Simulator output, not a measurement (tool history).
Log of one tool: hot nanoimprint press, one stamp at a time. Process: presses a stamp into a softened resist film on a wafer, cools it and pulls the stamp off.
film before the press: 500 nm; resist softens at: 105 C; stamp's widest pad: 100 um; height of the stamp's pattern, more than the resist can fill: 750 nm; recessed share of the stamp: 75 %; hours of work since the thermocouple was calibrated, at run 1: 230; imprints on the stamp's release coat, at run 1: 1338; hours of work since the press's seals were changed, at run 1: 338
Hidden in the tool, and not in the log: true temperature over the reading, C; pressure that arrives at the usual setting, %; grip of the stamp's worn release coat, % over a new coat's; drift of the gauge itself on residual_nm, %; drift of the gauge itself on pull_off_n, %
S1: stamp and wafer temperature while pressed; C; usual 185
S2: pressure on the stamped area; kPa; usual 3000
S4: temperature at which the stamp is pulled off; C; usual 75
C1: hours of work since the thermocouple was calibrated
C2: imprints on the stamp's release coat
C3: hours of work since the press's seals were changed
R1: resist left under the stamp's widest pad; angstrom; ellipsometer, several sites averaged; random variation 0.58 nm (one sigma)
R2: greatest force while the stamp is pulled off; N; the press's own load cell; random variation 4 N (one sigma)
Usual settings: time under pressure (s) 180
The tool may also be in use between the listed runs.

run 1 day=0.000 | S1=185 S2=3000 time_under_pressure_(s)=180 S4=75 | C1=230 C2=1338 C3=338 | R1=2545 R2=262
run 2 day=0.971 | S1=185 S2=3770 time_under_pressure_(s)=180 S4=75 | C1=244 C2=1400 C3=352 | R1=2267 R2=275
run 3 day=2.292 | S1=185 S2=3000 time_under_pressure_(s)=180 S4=75 | C1=263 C2=1484 C3=370 | R1=2537 R2=272
-- day=3.121 stamp cleaned and given a new release coat
run 4 day=4.046 | S1=185 S2=3000 time_under_pressure_(s)=180 S4=75 | C1=285 C2=60 C3=392 | R1=2519 R2=198
run 5 day=4.675 | S1=185 S2=3840 time_under_pressure_(s)=180 S4=75 | C1=294 C2=100 C3=401 | R1=2246 R2=195
run 6 day=5.821 | S1=185 S2=3000 time_under_pressure_(s)=180 S4=75 | C1=310 C2=173 C3=417 | R1=2523 R2=197
run 7 day=6.733 | S1=185 S2=3000 time_under_pressure_(s)=180 S4=75 | C1=323 C2=231 C3=431 | R1=2517 R2=200
run 8 day=7.471 | S1=185 S2=3000 time_under_pressure_(s)=180 S4=75 | C1=334 C2=278 C3=441 | R1=2526 R2=193
run 9 day=8.904 | S1=185 S2=3000 time_under_pressure_(s)=180 S4=75 | C1=354 C2=370 C3=462 | R1=2519 R2=204
-- day=9.546 plate thermocouple calibrated
run 10 day=10.100 | S1=185 S2=3000 time_under_pressure_(s)=180 S4=75 | C1=8 C2=438 C3=477 | R1=2627 R2=219
run 11 day=11.196 | S1=185 S2=4780 time_under_pressure_(s)=180 S4=75 | C1=24 C2=508 C3=493 | R1=2089 R2=217
run 12 day=12.642 | S1=185 S2=4780 time_under_pressure_(s)=180 S4=75 | C1=44 C2=601 C3=513 | R1=2091 R2=233
-- day=13.325 press's hydraulic seals changed and the load cell set to zero
run 13 day=13.858 | S1=185 S2=4780 time_under_pressure_(s)=180 S4=75 | C1=57 C2=657 C3=8 | R1=2042 R2=223
run 14 day=14.917 | S1=185 S2=4780 time_under_pressure_(s)=180 S4=75 | C1=72 C2=725 C3=23 | R1=2043 R2=234
run 15 day=16.296 | S1=185 S2=4780 time_under_pressure_(s)=180 S4=62 | C1=92 C2=813 C3=43 | R1=2034 R2=321
run 16 day=16.933 | S1=185 S2=3000 time_under_pressure_(s)=328 S4=75 | C1=101 C2=853 C3=52 | R1=2097 R2=235
run 17 day=18.350 | S1=181 S2=1970 time_under_pressure_(s)=121 S4=82 | C1=122 C2=944 C3=72 | R1=3719 R2=192
run 18 day=19.038 | S1=185 S2=3000 time_under_pressure_(s)=126 S4=79 | C1=131 C2=988 C3=82 | R1=2872 R2=210
run 19 day=20.258 | S1=185 S2=3000 time_under_pressure_(s)=126 S4=79 | C1=149 C2=1066 C3=99 | R1=2872 R2=226
run 20 day=20.933 | S1=178 S2=1970 time_under_pressure_(s)=121 S4=82 | C1=159 C2=1109 C3=109 | R1=3925 R2=203
run 21 day=22.333 | S1=178 S2=1970 time_under_pressure_(s)=121 S4=82 | C1=179 C2=1198 C3=129 | R1=3912 R2=208
run 22 day=23.012 | S1=179 S2=3710 time_under_pressure_(s)=279 S4=71 | C1=188 C2=1242 C3=139 | R1=2360 R2=294
run 23 day=23.883 | S1=185 S2=3000 time_under_pressure_(s)=180 S4=75 | C1=201 C2=1297 C3=151 | R1=2553 R2=260
run 24 day=25.038 | S1=185 S2=3000 time_under_pressure_(s)=180 S4=75 | C1=217 C2=1371 C3=168 | R1=2549 R2=260
run 25 day=25.729 | S1=192 S2=4350 time_under_pressure_(s)=258 S4=75 | C1=227 C2=1415 C3=178 | R1=1502 R2=268
run 26 day=26.600 | S1=191 S2=3160 time_under_pressure_(s)=180 S4=75 | C1=240 C2=1471 C3=190 | R1=2104 R2=268
-- day=27.729 stamp cleaned and given a new release coat
run 27 day=28.067 | S1=191 S2=3160 time_under_pressure_(s)=180 S4=75 | C1=257 C2=22 C3=208 | R1=2093 R2=197
run 28 day=28.854 | S1=178 S2=3160 time_under_pressure_(s)=145 S4=83 | C1=269 C2=72 C3=219 | R1=3203 R2=154
run 29 day=29.912 | S1=178 S2=3160 time_under_pressure_(s)=145 S4=83 | C1=284 C2=140 C3=234 | R1=3177 R2=155

Forecast each of these 3 alternatives for the next run:
run A day=30.850 | S1=195 S2=3160 time_under_pressure_(s)=145 S4=65 | C1=297 C2=200 C3=248 | R1=? R2=?
run B day=30.850 | S1=178 S2=4110 time_under_pressure_(s)=334 S4=83 | C1=297 C2=200 C3=248 | R1=? R2=?
run C day=30.850 | S1=178 S2=3160 time_under_pressure_(s)=145 S4=65 | C1=297 C2=200 C3=248 | R1=? R2=?

run=A R1=2026 R2=251
run=B R1=2174 R2=157
run=C R1=3193 R2=259
Without the tool's hidden state the same runs would have given:
run=A R1=2056 R2=242
run=B R1=2211 R2=153
run=C R1=3241 R2=250
